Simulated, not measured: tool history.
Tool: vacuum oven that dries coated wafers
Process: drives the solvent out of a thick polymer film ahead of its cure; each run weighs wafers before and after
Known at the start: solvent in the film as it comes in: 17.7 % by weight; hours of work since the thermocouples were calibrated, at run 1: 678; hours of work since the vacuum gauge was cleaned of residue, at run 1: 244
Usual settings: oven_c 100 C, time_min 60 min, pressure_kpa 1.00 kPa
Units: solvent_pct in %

| run | hour | oven_c | time_min | pressure_kpa | hours of work since the thermocouples were calibrated | hours of work since the vacuum gauge was cleaned of residue | solvent_pct |
|---|---|---|---|---|---|---|---|
| 1 | 0.0 | 100 | 60 | 1.00 | 678 | 244 | 2.65 |
| 2 | 11.2 | 100 | 60 | 1.00 | 685 | 251 | 2.50 |
| 3 | 17.4 | 100 | 60 | 1.00 | 689 | 255 | 2.58 |
| 4 | 25.8 | 100 | 60 | 1.00 | 694 | 261 | 2.61 |
| 5 | 32.1 | 100 | 60 | 1.00 | 698 | 265 | 2.66 |
| 6 | 41.0 | 100 | 60 | 1.00 | 704 | 270 | 2.54 |
| 7 | 52.3 | 100 | 60 | 1.00 | 711 | 277 | 2.57 |
| 8 | 62.9 | 97 | 54 | 1.00 | 718 | 284 | 3.69 |
| 9 | 71.1 | 92 | 60 | 0.51 | 723 | 289 | 4.32 |
| 10 | 82.8 | 92 | 60 | 0.51 | 730 | 297 | 4.30 |
| 11 | 90.6 | 109 | 55 | 1.40 | 735 | 302 | 1.60 |
| 12 | 96.5 | 109 | 55 | 1.40 | 739 | 306 | 1.47 |
| 13 | 104.5 | 99 | 35 | 1.43 | 744 | 311 | 5.39 |

Some steps in solvent_pct between neighbouring runs. How much of each would the tool show without its hidden state too (settings, what came in, random variation), and how much is left for the hidden state, with any gauge scatter that isn't in both results?
The hidden state here: true wafer temperature over the reading, C; true pressure over the reading, kPa; drift of the gauge itself on solvent_pct, %.
Run 12 -> 13: oven_c 109 -> 99, time_min 55 -> 35, pressure_kpa 1.40 -> 1.43. solvent_pct +3.92 %: hidden state -0.25, all else +4.17.
